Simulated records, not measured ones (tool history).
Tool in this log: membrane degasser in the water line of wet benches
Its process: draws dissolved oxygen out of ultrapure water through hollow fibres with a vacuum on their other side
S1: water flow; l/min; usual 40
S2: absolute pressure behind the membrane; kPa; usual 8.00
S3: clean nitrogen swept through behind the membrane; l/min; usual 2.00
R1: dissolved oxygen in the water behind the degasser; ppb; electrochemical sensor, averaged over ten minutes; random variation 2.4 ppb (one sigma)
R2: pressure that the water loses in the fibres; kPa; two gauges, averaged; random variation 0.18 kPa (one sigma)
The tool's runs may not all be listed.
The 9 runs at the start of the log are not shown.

run,day,S1,S2,S3,R1,R2
10,61.158,40,8.00,1.81,284.6,34.69
# day 67.488: vacuum gauge calibrated, once more
11,70.792,40,8.00,1.81,261.5,34.31
12,80.171,39,8.00,1.81,261.8,33.57
13,89.808,40,8.00,3.06,180.4,34.81
14,96.408,40,8.00,3.06,180.3,34.84
15,105.496,40,11.58,3.06,283.4,34.52
16,113.496,40,11.58,3.06,291.3,34.59
17,121.542,57,6.19,2.21,236.5,49.52
18,131.317,39,9.77,4.20,178.7,33.82
19,136.729,39,9.77,4.20,181.8,34.10
20,144.925,39,9.77,4.20,183.2,34.15
21,150.108,39,9.77,4.20,178.4,34.27
22,154.712,39,9.77,4.20,179.9,34.07
23,163.558,27,8.68,4.75,94.3,23.93
24,173.271,52,8.68,3.26,255.0,45.19
25,181.846,40,15.92,3.14,398.9,35.14
26,186.033,40,15.92,3.14,404.5,34.88
27,191.979,40,15.92,3.14,408.3,34.86
28,201.388,53,15.05,3.14,497.8,46.67
29,206.471,36,15.05,3.14,350.0,31.69
30,211.825,26,12.58,1.83,321.7,22.52
31,215.829,38,5.41,2.00,133.6,33.55

Forecast each of these 5 alternatives for the next run:
A,223.042,34,5.41,2.00,?,?
B,223.042,25,8.00,2.00,?,?
C,223.042,59,10.60,2.30,?,?
D,223.042,25,5.41,2.75,?,?
E,223.042,32,18.77,3.94,?,?

run,R1,R2
A,121.1,30.05
B,159.1,21.84
C,476.5,51.60
D,65.5,22.01
E,323.2,28.05
Without the tool's unlogged condition, the same runs would have read:
run,R1,R2
A,105.6,28.26
B,147.6,20.52
C,448.4,48.51
D,56.4,20.70
E,308.8,26.36

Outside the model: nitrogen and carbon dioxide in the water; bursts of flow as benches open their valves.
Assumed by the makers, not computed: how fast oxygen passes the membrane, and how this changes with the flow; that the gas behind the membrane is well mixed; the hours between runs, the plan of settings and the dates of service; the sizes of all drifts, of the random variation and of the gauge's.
